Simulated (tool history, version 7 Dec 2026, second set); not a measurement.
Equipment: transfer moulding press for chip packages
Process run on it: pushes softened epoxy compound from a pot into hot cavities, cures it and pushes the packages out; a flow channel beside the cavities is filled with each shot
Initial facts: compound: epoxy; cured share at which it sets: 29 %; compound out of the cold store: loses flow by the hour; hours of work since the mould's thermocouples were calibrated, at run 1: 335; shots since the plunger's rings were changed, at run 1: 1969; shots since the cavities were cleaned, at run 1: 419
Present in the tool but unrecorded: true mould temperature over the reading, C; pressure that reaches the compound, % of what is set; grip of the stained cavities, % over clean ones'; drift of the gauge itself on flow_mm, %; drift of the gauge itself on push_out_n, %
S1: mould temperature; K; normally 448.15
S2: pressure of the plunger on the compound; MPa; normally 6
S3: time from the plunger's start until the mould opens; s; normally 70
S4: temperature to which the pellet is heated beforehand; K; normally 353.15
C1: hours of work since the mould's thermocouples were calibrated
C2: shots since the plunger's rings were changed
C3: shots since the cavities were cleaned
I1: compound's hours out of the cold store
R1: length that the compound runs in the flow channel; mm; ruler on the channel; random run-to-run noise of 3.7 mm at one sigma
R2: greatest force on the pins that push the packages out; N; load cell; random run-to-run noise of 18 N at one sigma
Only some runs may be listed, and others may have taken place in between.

run 1 day=0 | S1=448.15 S2=6 S3=70 S4=353.15 | C1=335 C2=1969 C3=419 | I1=22.3 | R1=483 R2=1234
-- day=0.604 cavities cleaned with cleaning compound and waxed
run 2 day=0.721 | S1=450.15 S2=6 S3=70 S4=353.15 | C1=347 C2=2223 C3=45 | I1=15.1 | R1=498 R2=817
run 3 day=1.396 | S1=450.15 S2=6 S3=70 S4=353.15 | C1=359 C2=2482 C3=304 | I1=31 | R1=457 R2=932
run 4 day=2.096 | S1=450.15 S2=6 S3=70 S4=353.15 | C1=372 C2=2753 C3=575 | I1=47.7 | R1=409 R2=1066
-- day=2.283 cavities cleaned with cleaning compound and waxed
run 5 day=3.075 | S1=450.15 S2=6 S3=70 S4=353.15 | C1=389 C2=3106 C3=305 | I1=13.1 | R1=491 R2=1017
run 6 day=3.779 | S1=450.15 S2=6 S3=70 S4=353.15 | C1=402 C2=3378 C3=577 | I1=13.8 | R1=489 R2=1191
-- day=4 cavities cleaned with cleaning compound and waxed
run 7 day=4.812 | S1=448.15 S2=6 S3=70 S4=350.15 | C1=420 C2=3752 C3=313 | I1=13.9 | R1=482 R2=1138
run 8 day=5.546 | S1=448.15 S2=6 S3=70 S4=350.15 | C1=433 C2=4035 C3=596 | I1=19.5 | R1=465 R2=1349
-- day=5.704 cavities cleaned with cleaning compound and waxed
run 9 day=6.192 | S1=448.15 S2=6 S3=70 S4=350.15 | C1=444 C2=4259 C3=189 | I1=21.3 | R1=465 R2=1056
run 10 day=6.825 | S1=448.15 S2=6 S3=70 S4=350.15 | C1=456 C2=4503 C3=433 | I1=16.6 | R1=473 R2=1299
-- day=7.375 plunger's sealing rings changed
-- day=7.533 cavities cleaned with cleaning compound and waxed
run 11 day=7.762 | S1=448.15 S2=6 S3=70 S4=353.15 | C1=470 C2=126 C3=89 | I1=15.8 | R1=520 R2=994
run 12 day=8.471 | S1=448.15 S2=6 S3=70 S4=353.15 | C1=483 C2=399 C3=362 | I1=47.3 | R1=435 R2=1052
run 13 day=8.95 | S1=448.15 S2=6 S3=70 S4=353.15 | C1=492 C2=583 C3=546 | I1=28.1 | R1=484 R2=1307
-- day=9.204 cavities cleaned with cleaning compound and waxed
run 14 day=9.725 | S1=448.15 S2=6 S3=70 S4=353.15 | C1=505 C2=857 C3=200 | I1=21.9 | R1=502 R2=1038
run 15 day=10.446 | S1=448.15 S2=6 S3=70 S4=353.15 | C1=518 C2=1136 C3=479 | I1=35 | R1=464 R2=1188
-- day=10.925 cavities cleaned with cleaning compound and waxed
run 16 day=11.371 | S1=448.15 S2=6 S3=70 S4=353.15 | C1=534 C2=1468 C3=171 | I1=29.5 | R1=472 R2=969
run 17 day=12.171 | S1=448.15 S2=6 S3=70 S4=357.15 | C1=549 C2=1775 C3=478 | I1=40.6 | R1=443 R2=1146
-- day=12.65 cavities cleaned with cleaning compound and waxed
run 18 day=13.308 | S1=456.15 S2=4.83 S3=53 S4=349.15 | C1=568 C2=2191 C3=254 | I1=22.4 | R1=419 R2=1481
run 19 day=13.958 | S1=456.15 S2=4.83 S3=53 S4=349.15 | C1=580 C2=2442 C3=505 | I1=33.9 | R1=396 R2=1622
-- day=14.333 cavities cleaned with cleaning compound and waxed
run 20 day=14.842 | S1=456.15 S2=4.83 S3=53 S4=349.15 | C1=595 C2=2757 C3=196 | I1=14.2 | R1=439 R2=1449
run 21 day=15.679 | S1=450.15 S2=5.85 S3=72 S4=353.15 | C1=611 C2=3081 C3=520 | I1=10.6 | R1=495 R2=1070
-- day=16.029 cavities cleaned with cleaning compound and waxed
run 22 day=16.4 | S1=455.15 S2=6 S3=66 S4=353.15 | C1=623 C2=3334 C3=143 | I1=43 | R1=414 R2=688
run 23 day=17.238 | S1=445.15 S2=7.37 S3=57 S4=353.15 | C1=638 C2=3656 C3=465 | I1=8.6 | R1=562 R2=2667
-- day=17.738 cavities cleaned with cleaning compound and waxed
run 24 day=17.908 | S1=444.15 S2=4.53 S3=87 S4=347.15 | C1=650 C2=3891 C3=66 | I1=47.1 | R1=358 R2=669
-- day=18.55 mould's thermocouples calibrated
run 25 day=18.562 | S1=448.15 S2=6.93 S3=70 S4=353.15 | C1=0 C2=4111 C3=286 | I1=28.2 | R1=482 R2=1171
run 26 day=19.388 | S1=448.15 S2=6.93 S3=70 S4=353.15 | C1=15 C2=4428 C3=603 | I1=43.9 | R1=439 R2=1296
-- day=19.521 cavities cleaned with cleaning compound and waxed
-- day=20.162 plunger's sealing rings changed
run 27 day=20.579 | S1=448.15 S2=6.93 S3=70 S4=353.15 | C1=34 C2=161 C3=368 | I1=30.2 | R1=524 R2=1234
run 28 day=21.196 | S1=446.15 S2=7.27 S3=95 S4=357.15 | C1=46 C2=399 C3=606 | I1=25.3 | R1=545 R2=813

3 ways to go on from here, each from the tool as it stands after run 28. What would each give?
-- day=21.321 cavities cleaned with cleaning compound and waxed
run A day=21.846 | S1=452.15 S2=7.24 S3=70 S4=355.15 | C1=56 C2=626 C3=203 | I1=43.8 | R1=? R2=?
-- day=21.321 cavities cleaned with cleaning compound and waxed
run B day=21.846 | S1=446.15 S2=4.64 S3=73 S4=344.15 | C1=56 C2=626 C3=203 | I1=17.6 | R1=? R2=?
-- day=21.321 cavities cleaned with cleaning compound and waxed
run C day=21.846 | S1=448.15 S2=7.15 S3=70 S4=353.15 | C1=56 C2=626 C3=203 | I1=34.5 | R1=? R2=?

run=A R1=488 R2=791
run=B R1=460 R2=1270
run=C R1=511 R2=1075
Had the tool no hidden state, the same runs would have come out as:
run=A R1=495 R2=625
run=B R1=467 R2=1007
run=C R1=518 R2=852
